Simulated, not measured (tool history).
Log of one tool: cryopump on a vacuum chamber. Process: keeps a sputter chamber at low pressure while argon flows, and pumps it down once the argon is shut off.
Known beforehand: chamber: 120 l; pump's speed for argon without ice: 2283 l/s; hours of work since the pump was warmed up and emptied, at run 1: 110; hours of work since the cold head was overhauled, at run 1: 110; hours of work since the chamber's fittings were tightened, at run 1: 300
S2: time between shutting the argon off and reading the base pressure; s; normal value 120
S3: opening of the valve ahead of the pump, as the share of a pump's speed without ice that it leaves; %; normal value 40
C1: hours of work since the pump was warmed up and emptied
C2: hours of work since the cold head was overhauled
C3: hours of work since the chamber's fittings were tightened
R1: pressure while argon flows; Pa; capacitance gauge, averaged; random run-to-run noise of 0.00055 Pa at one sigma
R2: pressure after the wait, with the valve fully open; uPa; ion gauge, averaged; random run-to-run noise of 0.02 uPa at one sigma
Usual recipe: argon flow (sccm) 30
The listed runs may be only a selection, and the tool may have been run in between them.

Run 1, day 0.000: usual settings; C1 110; C2 110; C3 300. Result: R1 0.0561 Pa, R2 0.40 uPa.
Run 2, day 0.404: usual settings but argon flow (sccm) 32; C1 115; C2 115; C3 305. Result: R1 0.0605 Pa, R2 0.39 uPa.
Run 3, day 0.804: usual settings; C1 120; C2 120; C3 311. Result: R1 0.0558 Pa, R2 0.42 uPa.
Run 4, day 1.438: usual settings; C1 129; C2 129; C3 319. Result: R1 0.0555 Pa, R2 0.40 uPa.
Run 5, day 1.808: usual settings but S3 23 %; C1 134; C2 134; C3 324. Result: R1 0.0980 Pa, R2 0.40 uPa.
Run 6, day 2.179: usual settings but argon flow (sccm) 13, S3 23 %; C1 139; C2 139; C3 329. Result: R1 0.0425 Pa, R2 0.44 uPa.
Run 7, day 2.733: usual settings but argon flow (sccm) 25; C1 146; C2 146; C3 336. Result: R1 0.0467 Pa, R2 0.42 uPa.
Run 8, day 3.288: usual settings but argon flow (sccm) 25; C1 154; C2 154; C3 344. Result: R1 0.0462 Pa, R2 0.43 uPa.
Run 9, day 3.808: usual settings but S2 29 s; C1 160; C2 160; C3 351. Result: R1 0.0562 Pa, R2 0.89 uPa.
Run 10, day 4.162: usual settings but S2 29 s, S3 54 %; C1 165; C2 165; C3 356. Result: R1 0.0420 Pa, R2 0.91 uPa.
Run 11, day 4.742: usual settings but argon flow (sccm) 24; C1 173; C2 173; C3 363. Result: R1 0.0460 Pa, R2 0.46 uPa.
Run 12, day 5.021: usual settings but argon flow (sccm) 24; C1 177; C2 177; C3 367. Result: R1 0.0451 Pa, R2 0.40 uPa.
Run 13, day 5.371: usual settings but argon flow (sccm) 26; C1 181; C2 181; C3 372. Result: R1 0.0497 Pa, R2 0.46 uPa.
Run 14, day 5.633: usual settings but S2 128 s; C1 185; C2 185; C3 375. Result: R1 0.0550 Pa, R2 0.42 uPa.
Run 15, day 6.162: usual settings but S2 48 s, S3 19 %; C1 192; C2 192; C3 382. Result: R1 0.1175 Pa, R2 0.72 uPa.
Run 16, day 6.788: usual settings but argon flow (sccm) 12, S2 40 s, S3 29 %; C1 200; C2 200; C3 391. Result: R1 0.0316 Pa, R2 0.76 uPa.
Run 17, day 7.300: usual settings but argon flow (sccm) 35, S2 65 s, S3 30 %; C1 207; C2 207; C3 398. Result: R1 0.0870 Pa, R2 0.57 uPa.
Run 18, day 7.829: usual settings but argon flow (sccm) 35, S2 76 s, S3 34 %; C1 214; C2 214; C3 405. Result: R1 0.0777 Pa, R2 0.57 uPa.
Run 19, day 8.096: usual settings but argon flow (sccm) 35, S2 76 s, S3 34 %; C1 218; C2 218; C3 408. Result: R1 0.0777 Pa, R2 0.56 uPa.
Run 20, day 8.442: usual settings but argon flow (sccm) 27, S2 76 s, S3 15 %; C1 222; C2 222; C3 413. Result: R1 0.1351 Pa, R2 0.55 uPa.
Run 21, day 8.946: usual settings but argon flow (sccm) 27, S2 76 s, S3 15 %; C1 229; C2 229; C3 420. Result: R1 0.1339 Pa, R2 0.50 uPa.
Run 22, day 9.400: usual settings but argon flow (sccm) 41, S2 88 s, S3 50 %; C1 235; C2 235; C3 426. Result: R1 0.0617 Pa, R2 0.53 uPa.
Run 23, day 10.017: usual settings but argon flow (sccm) 25, S2 132 s, S3 29 %; C1 244; C2 244; C3 434. Result: R1 0.0645 Pa, R2 0.43 uPa.
Run 24, day 10.383: usual settings but argon flow (sccm) 38, S3 49 %; C1 248; C2 248; C3 439. Result: R1 0.0590 Pa, R2 0.49 uPa.
Run 25, day 10.642: usual settings but argon flow (sccm) 43, S2 21 s, S3 34 %; C1 252; C2 252; C3 442. Result: R1 0.0957 Pa, R2 1.23 uPa.
Run 26, day 11.267: usual settings but argon flow (sccm) 20, S2 203 s, S3 42 %; C1 260; C2 260; C3 451. Result: R1 0.0355 Pa, R2 0.40 uPa.
Run 27, day 11.858: usual settings but argon flow (sccm) 12, S3 15 %; C1 268; C2 268; C3 459. Result: R1 0.0587 Pa, R2 0.52 uPa.

Consider 5 possible next runs. They are alternatives, not a sequence: every one starts from the tool as it was left by run 27. What does each give?
Run A, day 12.146: usual settings but argon flow (sccm) 35, S2 158 s, S3 41 %; C1 272; C2 272; C3 462. Result: R1 ?, R2 ?.
Run B, day 12.146: usual settings but S3 22 %; C1 272; C2 272; C3 462. Result: R1 ?, R2 ?.
Run C, day 12.146: usual settings but argon flow (sccm) 12, S2 34 s, S3 38 %; C1 272; C2 272; C3 462. Result: R1 ?, R2 ?.
Run D, day 12.146: usual settings but argon flow (sccm) 12, S2 26 s, S3 15 %; C1 272; C2 272; C3 462. Result: R1 ?, R2 ?.
Run E, day 12.146: usual settings but argon flow (sccm) 28, S2 27 s, S3 37 %; C1 272; C2 272; C3 462. Result: R1 ?, R2 ?.

run      R1    R2
  A  0.0642  0.50
  B  0.1022  0.49
  C  0.0237  0.90
  D  0.0592  1.04
  E  0.0575  1.00
Take away the tool's hidden state, keep each run's random variation, and the runs would have read:
run      R1    R2
  A  0.0630  0.30
  B  0.1011  0.28
  C  0.0233  0.69
  D  0.0588  0.83
  E  0.0565  0.80

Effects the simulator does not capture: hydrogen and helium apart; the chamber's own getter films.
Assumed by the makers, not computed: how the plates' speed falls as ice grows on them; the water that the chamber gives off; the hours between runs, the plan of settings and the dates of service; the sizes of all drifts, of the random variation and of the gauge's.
